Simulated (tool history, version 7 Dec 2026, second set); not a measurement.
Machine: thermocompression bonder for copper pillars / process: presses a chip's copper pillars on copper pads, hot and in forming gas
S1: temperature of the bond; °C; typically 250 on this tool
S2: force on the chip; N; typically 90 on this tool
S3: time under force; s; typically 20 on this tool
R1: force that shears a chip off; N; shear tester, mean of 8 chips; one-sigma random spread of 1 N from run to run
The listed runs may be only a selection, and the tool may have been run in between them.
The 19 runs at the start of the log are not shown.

{"run": 20, "day": 56.704, "S1": 236, "S2": 90, "S3": 46, "R1": 92.9}
{"run": 21, "day": 58.833, "S1": 236, "S2": 90, "S3": 46, "R1": 91}
{"run": 22, "day": 62.592, "S1": 236, "S2": 90, "S3": 46, "R1": 93.4}
{"run": 23, "day": 65.221, "S1": 241, "S2": 83, "S3": 29, "R1": 78.1}
{"run": 24, "day": 67.562, "S1": 256, "S2": 83, "S3": 14, "R1": 67.7}
{"day": 69.879, "done": "forming gas filter changed"}
{"run": 25, "day": 71.733, "S1": 241, "S2": 83, "S3": 21, "R1": 74.9}
{"run": 26, "day": 73.738, "S1": 276, "S2": 130, "S3": 20, "R1": 125.9}
{"run": 27, "day": 77.054, "S1": 276, "S2": 130, "S3": 20, "R1": 126.3}
{"run": 28, "day": 81.142, "S1": 224, "S2": 93, "S3": 31, "R1": 81.5}
{"run": 29, "day": 82.938, "S1": 228, "S2": 116, "S3": 51, "R1": 110.8}
{"run": 30, "day": 84.975, "S1": 250, "S2": 99, "S3": 20, "R1": 89}
{"run": 31, "day": 88.758, "S1": 232, "S2": 83, "S3": 17, "R1": 61.4}
{"run": 32, "day": 92.204, "S1": 232, "S2": 63, "S3": 12, "R1": 38.7}
{"run": 33, "day": 95.046, "S1": 222, "S2": 90, "S3": 27, "R1": 69.7}

3 options for the next run, each taken on its own from the tool as it stands now. Forecast them:
{"run": "A", "day": 97.479, "S1": 221, "S2": 93, "S3": 20, "R1": "?"}
{"run": "B", "day": 97.479, "S1": 259, "S2": 67, "S3": 37, "R1": "?"}
{"run": "C", "day": 97.479, "S1": 243, "S2": 113, "S3": 18, "R1": "?"}

run=A R1=63.2
run=B R1=79.4
run=C R1=86.4
With the hidden condition removed and each run's random variation left untouched, the same runs would have given:
run=A R1=70.1
run=B R1=88.7
run=C R1=96.1

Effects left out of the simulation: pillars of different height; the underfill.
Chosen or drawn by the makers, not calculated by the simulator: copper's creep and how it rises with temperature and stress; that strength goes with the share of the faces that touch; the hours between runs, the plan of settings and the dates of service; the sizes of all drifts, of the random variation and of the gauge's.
